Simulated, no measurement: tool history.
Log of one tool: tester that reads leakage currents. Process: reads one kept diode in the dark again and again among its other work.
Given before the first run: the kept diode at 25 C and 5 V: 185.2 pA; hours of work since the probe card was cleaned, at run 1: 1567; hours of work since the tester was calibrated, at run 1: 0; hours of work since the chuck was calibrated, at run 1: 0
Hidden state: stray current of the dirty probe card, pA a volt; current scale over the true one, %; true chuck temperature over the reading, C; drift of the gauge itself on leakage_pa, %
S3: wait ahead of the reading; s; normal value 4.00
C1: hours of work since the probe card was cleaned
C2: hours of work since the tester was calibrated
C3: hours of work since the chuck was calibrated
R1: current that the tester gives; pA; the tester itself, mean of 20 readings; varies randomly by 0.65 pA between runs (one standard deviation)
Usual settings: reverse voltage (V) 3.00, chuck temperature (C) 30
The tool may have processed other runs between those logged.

{"run": 1, "hour": 0.0, "reverse voltage (V)": 3.0, "chuck temperature (C)": 30, "S3": 4.0, "C1": 1567, "C2": 0, "C3": 0, "R1": 220.8}
{"run": 2, "hour": 151.7, "reverse voltage (V)": 3.0, "chuck temperature (C)": 30, "S3": 4.0, "C1": 1667, "C2": 101, "C3": 101, "R1": 221.09}
{"run": 3, "hour": 256.5, "reverse voltage (V)": 3.0, "chuck temperature (C)": 30, "S3": 4.0, "C1": 1737, "C2": 170, "C3": 170, "R1": 219.25}
{"run": 4, "hour": 370.0, "reverse voltage (V)": 3.0, "chuck temperature (C)": 30, "S3": 4.0, "C1": 1812, "C2": 245, "C3": 245, "R1": 218.53}
{"run": 5, "hour": 461.0, "reverse voltage (V)": 3.0, "chuck temperature (C)": 30, "S3": 6.08, "C1": 1872, "C2": 306, "C3": 306, "R1": 217.83}
{"run": 6, "hour": 570.4, "reverse voltage (V)": 3.0, "chuck temperature (C)": 30, "S3": 6.08, "C1": 1945, "C2": 378, "C3": 378, "R1": 216.18}
{"run": 7, "hour": 718.2, "reverse voltage (V)": 3.0, "chuck temperature (C)": 30, "S3": 4.0, "C1": 2043, "C2": 476, "C3": 476, "R1": 215.13}
{"run": 8, "hour": 850.1, "reverse voltage (V)": 3.0, "chuck temperature (C)": 30, "S3": 4.0, "C1": 2130, "C2": 564, "C3": 564, "R1": 213.76}
{"run": 9, "hour": 931.2, "reverse voltage (V)": 3.0, "chuck temperature (C)": 30, "S3": 4.0, "C1": 2184, "C2": 617, "C3": 617, "R1": 213.25}
{"run": 10, "hour": 1065.7, "reverse voltage (V)": 3.0, "chuck temperature (C)": 30, "S3": 4.0, "C1": 2273, "C2": 707, "C3": 707, "R1": 212.54}
{"run": 11, "hour": 1202.1, "reverse voltage (V)": 3.0, "chuck temperature (C)": 30, "S3": 4.0, "C1": 2364, "C2": 797, "C3": 797, "R1": 209.65}
{"run": 12, "hour": 1357.1, "reverse voltage (V)": 3.0, "chuck temperature (C)": 30, "S3": 1.04, "C1": 2467, "C2": 900, "C3": 900, "R1": 209.52}
{"run": 13, "hour": 1427.0, "reverse voltage (V)": 3.0, "chuck temperature (C)": 30, "S3": 1.04, "C1": 2513, "C2": 946, "C3": 946, "R1": 208.81}
{"run": 14, "hour": 1517.2, "reverse voltage (V)": 3.0, "chuck temperature (C)": 30, "S3": 1.04, "C1": 2573, "C2": 1006, "C3": 1006, "R1": 207.37}
{"hour": 1549.9, "done": "probe card cleaned and baked"}
{"run": 15, "hour": 1669.6, "reverse voltage (V)": 3.0, "chuck temperature (C)": 30, "S3": 1.04, "C1": 79, "C2": 1105, "C3": 1105, "R1": 200.96}
{"run": 16, "hour": 1733.5, "reverse voltage (V)": 3.0, "chuck temperature (C)": 30, "S3": 1.04, "C1": 122, "C2": 1147, "C3": 1147, "R1": 200.37}
{"run": 17, "hour": 1820.6, "reverse voltage (V)": 3.0, "chuck temperature (C)": 30, "S3": 1.04, "C1": 179, "C2": 1205, "C3": 1205, "R1": 200.42}
{"run": 18, "hour": 1963.4, "reverse voltage (V)": 3.0, "chuck temperature (C)": 30, "S3": 1.04, "C1": 274, "C2": 1300, "C3": 1300, "R1": 197.92}
{"run": 19, "hour": 2074.8, "reverse voltage (V)": 14.76, "chuck temperature (C)": 30, "S3": 4.0, "C1": 348, "C2": 1374, "C3": 1374, "R1": 473.53}
{"run": 20, "hour": 2145.1, "reverse voltage (V)": 14.76, "chuck temperature (C)": 30, "S3": 4.0, "C1": 395, "C2": 1420, "C3": 1420, "R1": 472.32}
{"run": 21, "hour": 2296.2, "reverse voltage (V)": 15.63, "chuck temperature (C)": 30, "S3": 0.37, "C1": 495, "C2": 1520, "C3": 1520, "R1": 497.65}
{"run": 22, "hour": 2393.2, "reverse voltage (V)": 15.63, "chuck temperature (C)": 59, "S3": 0.37, "C1": 559, "C2": 1585, "C3": 1585, "R1": 4707.08}
{"run": 23, "hour": 2548.4, "reverse voltage (V)": 12.6, "chuck temperature (C)": 35, "S3": 3.06, "C1": 662, "C2": 1688, "C3": 1688, "R1": 652.19}
{"run": 24, "hour": 2695.1, "reverse voltage (V)": 12.6, "chuck temperature (C)": 35, "S3": 3.06, "C1": 759, "C2": 1785, "C3": 1785, "R1": 645.22}
{"run": 25, "hour": 2785.7, "reverse voltage (V)": 12.6, "chuck temperature (C)": 26, "S3": 5.27, "C1": 819, "C2": 1845, "C3": 1845, "R1": 301.21}
{"run": 26, "hour": 2936.8, "reverse voltage (V)": 12.6, "chuck temperature (C)": 40, "S3": 6.49, "C1": 920, "C2": 1945, "C3": 1945, "R1": 960.09}
{"run": 27, "hour": 3049.2, "reverse voltage (V)": 12.6, "chuck temperature (C)": 40, "S3": 6.49, "C1": 994, "C2": 2020, "C3": 2020, "R1": 958.62}

3 ways to go on from here, each from the tool as it stands after run 27. What would each give?
{"hour": 3144.2, "done": "tester calibrated"}
{"run": "A", "hour": 3144.2, "reverse voltage (V)": 3.57, "chuck temperature (C)": 20, "S3": 9.23, "C1": 1056, "C2": 0, "C3": 2081, "R1": "?"}
{"hour": 3144.2, "done": "tester calibrated"}
{"run": "B", "hour": 3144.2, "reverse voltage (V)": 2.24, "chuck temperature (C)": 46, "S3": 2.63, "C1": 1056, "C2": 0, "C3": 2081, "R1": "?"}
{"hour": 3144.2, "done": "tester calibrated"}
{"run": "C", "hour": 3144.2, "reverse voltage (V)": 1.24, "chuck temperature (C)": 40, "S3": 0.32, "C1": 1056, "C2": 0, "C3": 2081, "R1": "?"}

run=A R1=88.07
run=B R1=608.97
run=C R1=273.79
With no hidden state in the tool, these same runs would have given:
run=A R1=98.22
run=B R1=682.30
run=C R1=307.83
